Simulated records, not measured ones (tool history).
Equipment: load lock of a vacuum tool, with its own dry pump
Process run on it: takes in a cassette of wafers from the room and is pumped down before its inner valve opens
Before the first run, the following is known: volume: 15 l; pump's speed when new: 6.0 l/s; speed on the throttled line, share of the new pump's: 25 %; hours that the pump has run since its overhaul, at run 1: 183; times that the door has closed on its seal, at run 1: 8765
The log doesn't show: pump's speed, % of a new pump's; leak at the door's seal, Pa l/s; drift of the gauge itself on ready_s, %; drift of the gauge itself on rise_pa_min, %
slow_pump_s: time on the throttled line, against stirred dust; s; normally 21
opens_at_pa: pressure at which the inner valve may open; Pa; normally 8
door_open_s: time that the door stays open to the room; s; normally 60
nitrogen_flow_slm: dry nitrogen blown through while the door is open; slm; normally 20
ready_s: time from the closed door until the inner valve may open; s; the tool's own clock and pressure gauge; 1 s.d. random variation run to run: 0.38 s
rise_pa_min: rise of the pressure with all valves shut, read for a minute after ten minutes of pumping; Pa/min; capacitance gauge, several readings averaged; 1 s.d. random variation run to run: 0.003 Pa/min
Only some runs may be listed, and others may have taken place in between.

| run | hour | slow_pump_s | opens_at_pa | door_open_s | nitrogen_flow_slm | hours that the pump has run since its overhaul | times that the door has closed on its seal | incoming humidity of the room's air, % | ready_s | rise_pa_min |
|---|---|---|---|---|---|---|---|---|---|---|
| 1 | 0 | 21 | 8 | 60 | 20 | 183 | 8765 | 41.4 | 39.7 | 0.139 |
| 2 | 54.7 | 21 | 8 | 60 | 20 | 238 | 8943 | 47.9 | 40.2 | 0.141 |
| 3 | 174.4 | 21 | 8 | 60 | 24 | 357 | 9334 | 47.3 | 39.4 | 0.149 |
| 4 | 252.9 | 21 | 8 | 60 | 20 | 436 | 9590 | 49.3 | 39.4 | 0.154 |
| 5 | 342.4 | 21 | 8 | 60 | 20 | 525 | 9881 | 44.7 | 39.5 | 0.164 |
| 6 | 452.9 | 21 | 8 | 60 | 20 | 636 | 10242 | 48 | 40.6 | 0.172 |
| 7 | 577.3 | 21 | 8 | 60 | 20 | 760 | 10647 | 43.4 | 39.3 | 0.177 |
| 8 | 631.4 | 21 | 8 | 60 | 20 | 814 | 10824 | 46.4 | 40 | 0.178 |
| 9 | 732.2 | 21 | 8 | 60 | 20 | 915 | 11152 | 45.5 | 39.5 | 0.185 |
| 10 | 806.4 | 21 | 8 | 60 | 21 | 989 | 11394 | 46.7 | 39.9 | 0.186 |
| 11 | 868.5 | 11 | 8 | 60 | 21 | 1051 | 11597 | 44.3 | 32 | 0.192 |
| 12 | 982.4 | 11 | 8 | 60 | 21 | 1165 | 11968 | 43.2 | 32.5 | 0.198 |
| 13 | 1081.3 | 21 | 6 | 60 | 20 | 1264 | 12290 | 48.1 | 40.7 | 0.217 |
| 14 | 1155.9 | 21 | 6 | 60 | 20 | 1339 | 12533 | 45.3 | 40.5 | 0.22 |
| 15 | 1210.5 | 21 | 6 | 60 | 20 | 1393 | 12711 | 44 | 40.7 | 0.221 |
| 16 | 1270.8 | 21 | 6 | 60 | 20 | 1454 | 12908 | 46.4 | 41 | 0.227 |
| 17 | 1379.2 | 21 | 6 | 60 | 20 | 1562 | 13262 | 48.3 | 40.9 | 0.228 |
| 18 | 1437.3 | 21 | 10 | 60 | 20 | 1620 | 13451 | 41.5 | 40.1 | 0.229 |
| 19 | 1536 | 21 | 10 | 60 | 5 | 1719 | 13773 | 49.2 | 38.8 | 0.254 |
| 20 | 1660.3 | 21 | 8 | 76 | 20 | 1843 | 14178 | 41.4 | 40.3 | 0.25 |
| 21 | 1768.8 | 21 | 8 | 76 | 20 | 1952 | 14532 | 45.2 | 39.5 | 0.259 |
| 22 | 1870.3 | 21 | 8 | 76 | 20 | 2053 | 14863 | 44.2 | 40 | 0.271 |
| 23 | 1929.1 | 21 | 8 | 29 | 20 | 2112 | 15054 | 43 | 39.9 | 0.276 |
| 24 | 2041 | 21 | 8 | 29 | 20 | 2224 | 15419 | 42.4 | 39.7 | 0.281 |
| 25 | 2120 | 21 | 13 | 29 | 6 | 2303 | 15677 | 44 | 38 | 0.296 |
| 26 | 2224 | 16 | 11 | 169 | 39 | 2407 | 16016 | 46.2 | 35.7 | 0.303 |
| 27 | 2346.9 | 16 | 11 | 169 | 39 | 2530 | 16417 | 46.5 | 34.8 | 0.315 |
| 28 | 2435.9 | 18 | 9 | 70 | 5 | 2619 | 16707 | 43.4 | 36.8 | 0.336 |

Forecast each of these 4 alternatives for the next run:
| A | 2499.7 | 21 | 15 | 174 | 20 | 2683 | 16915 | 43 | ? | ? |
| B | 2499.7 | 18 | 16 | 77 | 37 | 2683 | 16915 | 39.7 | ? | ? |
| C | 2499.7 | 13 | 9 | 42 | 5 | 2683 | 16915 | 44 | ? | ? |
| D | 2499.7 | 31 | 9 | 70 | 42 | 2683 | 16915 | 45.7 | ? | ? |

| run | ready_s | rise_pa_min |
|---|---|---|
| A | 38.5 | 0.336 |
| B | 36.4 | 0.329 |
| C | 34.6 | 0.34 |
| D | 47.7 | 0.326 |
What these runs would have given with no unlogged condition in the tool:
| run | ready_s | rise_pa_min |
|---|---|---|
| A | 38 | 0.03 |
| B | 35.9 | 0.018 |
| C | 34 | 0.028 |
| D | 47.3 | 0.019 |

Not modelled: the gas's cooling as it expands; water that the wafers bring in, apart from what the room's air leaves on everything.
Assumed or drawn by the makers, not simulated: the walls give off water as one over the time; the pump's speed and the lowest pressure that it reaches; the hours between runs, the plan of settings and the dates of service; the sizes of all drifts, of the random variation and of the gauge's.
